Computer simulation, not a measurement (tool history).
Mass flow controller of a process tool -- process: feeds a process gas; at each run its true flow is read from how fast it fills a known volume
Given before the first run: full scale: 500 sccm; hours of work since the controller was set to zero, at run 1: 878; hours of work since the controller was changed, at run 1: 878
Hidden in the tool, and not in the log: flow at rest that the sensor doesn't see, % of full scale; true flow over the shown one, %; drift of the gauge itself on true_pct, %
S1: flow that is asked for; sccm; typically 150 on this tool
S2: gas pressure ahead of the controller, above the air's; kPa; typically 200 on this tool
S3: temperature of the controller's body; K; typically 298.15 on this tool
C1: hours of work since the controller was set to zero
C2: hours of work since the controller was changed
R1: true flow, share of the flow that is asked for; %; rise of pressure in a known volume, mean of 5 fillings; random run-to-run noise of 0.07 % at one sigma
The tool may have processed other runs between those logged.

| run | day | S1 | S2 | S3 | C1 | C2 | R1 |
|---|---|---|---|---|---|---|---|
| 1 | 0 | 150 | 200 | 298.15 | 878 | 878 | 97.07 |
| 2 | 2.396 | 150 | 200 | 298.15 | 904 | 904 | 96.95 |
| 3 | 3.883 | 150 | 200 | 298.15 | 921 | 921 | 96.89 |
| 4 | 5.417 | 150 | 201 | 298.15 | 938 | 938 | 97 |
| 5 | 7.638 | 150 | 201 | 298.15 | 962 | 962 | 97.04 |
| 6 | 10.217 | 150 | 201 | 298.15 | 991 | 991 | 96.88 |
| 7 | 12.179 | 150 | 201 | 298.15 | 1012 | 1012 | 96.89 |
| 8 | 14.312 | 150 | 247 | 298.15 | 1036 | 1036 | 97.09 |
| 9 | 15.746 | 150 | 207 | 298.15 | 1052 | 1052 | 96.86 |
| 10 | 18.75 | 150 | 207 | 298.15 | 1085 | 1085 | 96.95 |
| 11 | 20.662 | 150 | 207 | 298.15 | 1106 | 1106 | 96.86 |
| 12 | 21.933 | 150 | 207 | 298.15 | 1120 | 1120 | 96.8 |
| 13 | 23.358 | 150 | 207 | 298.15 | 1136 | 1136 | 96.88 |
| 14 | 26.125 | 150 | 207 | 298.15 | 1167 | 1167 | 96.82 |
| 15 | 28.421 | 150 | 200 | 298.15 | 1192 | 1192 | 96.99 |
| 16 | 30.525 | 150 | 200 | 298.15 | 1215 | 1215 | 96.9 |
| 17 | 32.562 | 150 | 236 | 298.15 | 1238 | 1238 | 97.01 |
| 18 | 35.212 | 150 | 200 | 298.15 | 1267 | 1267 | 96.68 |
| 19 | 36.738 | 150 | 200 | 298.15 | 1284 | 1284 | 96.65 |
| 20 | 39.138 | 150 | 200 | 298.15 | 1310 | 1310 | 96.72 |
|  | 39.404 | controller's zero set anew |
| 21 | 41.096 | 150 | 200 | 298.15 | 19 | 1332 | 96.55 |
| 22 | 42.733 | 150 | 200 | 298.15 | 37 | 1350 | 96.49 |
| 23 | 44.296 | 150 | 200 | 298.15 | 54 | 1367 | 96.6 |
|  | 46.262 | controller's zero set anew, once more |
| 24 | 46.454 | 115 | 200 | 298.15 | 2 | 1391 | 96.67 |
| 25 | 48.138 | 115 | 200 | 304.15 | 21 | 1410 | 96.21 |
| 26 | 50.067 | 451 | 198 | 306.15 | 42 | 1431 | 98.24 |
| 27 | 52.95 | 150 | 200 | 309.15 | 74 | 1463 | 95.95 |
| 28 | 55.067 | 150 | 163 | 295.15 | 97 | 1486 | 96.84 |
| 29 | 58.138 | 303 | 200 | 298.15 | 131 | 1520 | 97.89 |
| 30 | 59.996 | 303 | 200 | 298.15 | 152 | 1541 | 98.01 |
| 31 | 61.875 | 303 | 200 | 298.15 | 173 | 1561 | 98.01 |
| 32 | 64.8 | 358 | 160 | 309.15 | 205 | 1594 | 96.99 |
| 33 | 66.679 | 266 | 144 | 300.15 | 226 | 1615 | 97.05 |
| 34 | 69.804 | 284 | 200 | 298.15 | 260 | 1649 | 97.73 |
| 35 | 72.238 | 284 | 274 | 307.15 | 287 | 1676 | 97.34 |
| 36 | 74.125 | 55 | 200 | 312.15 | 308 | 1697 | 94.5 |
| 37 | 76.038 | 55 | 200 | 312.15 | 329 | 1718 | 94.69 |
| 38 | 78.296 | 55 | 200 | 312.15 | 354 | 1743 | 94.53 |
| 39 | 81.312 | 62 | 146 | 310.15 | 388 | 1776 | 94.53 |
| 40 | 83.154 | 252 | 182 | 310.15 | 408 | 1797 | 96.33 |
| 41 | 84.496 | 252 | 182 | 310.15 | 423 | 1812 | 96.38 |
| 42 | 86.838 | 290 | 166 | 310.15 | 449 | 1837 | 96.35 |
| 43 | 89.912 | 290 | 235 | 303.15 | 483 | 1871 | 97.48 |
| 44 | 91.679 | 156 | 276 | 311.15 | 502 | 1891 | 95.84 |
| 45 | 93.592 | 99 | 169 | 309.15 | 523 | 1912 | 95 |
| 46 | 95.604 | 208 | 200 | 298.15 | 546 | 1934 | 96.93 |
| 47 | 97.521 | 208 | 200 | 298.15 | 567 | 1956 | 97.1 |

A few steps of R1 between consecutive runs. Split each: what settings, incoming material and random variation would produce without the hidden state, and what is left over for the hidden state, along with gauge scatter present in only one of the two compared results (measured, and without hidden state):
Run 23 -> 24: S1 150 -> 115, controller's zero set anew, once more. R1 +0.07 %: hidden state +0.38, all else -0.31.
Run 25 -> 26: S1 115 -> 451, S2 200 -> 198, S3 304.15 -> 306.15. R1 +2.03 %: hidden state +0.12, all else +1.91.
Run 26 -> 27: S1 451 -> 150, S2 198 -> 200, S3 306.15 -> 309.15. R1 -2.29 %: hidden state -0.12, all else -2.17.
Run 35 -> 36: S1 284 -> 55, S2 274 -> 200, S3 307.15 -> 312.15. R1 -2.84 %: hidden state -0.48, all else -2.36.
Run 39 -> 40: S1 62 -> 252, S2 146 -> 182. R1 +1.8 %: hidden state +0.4, all else +1.4.
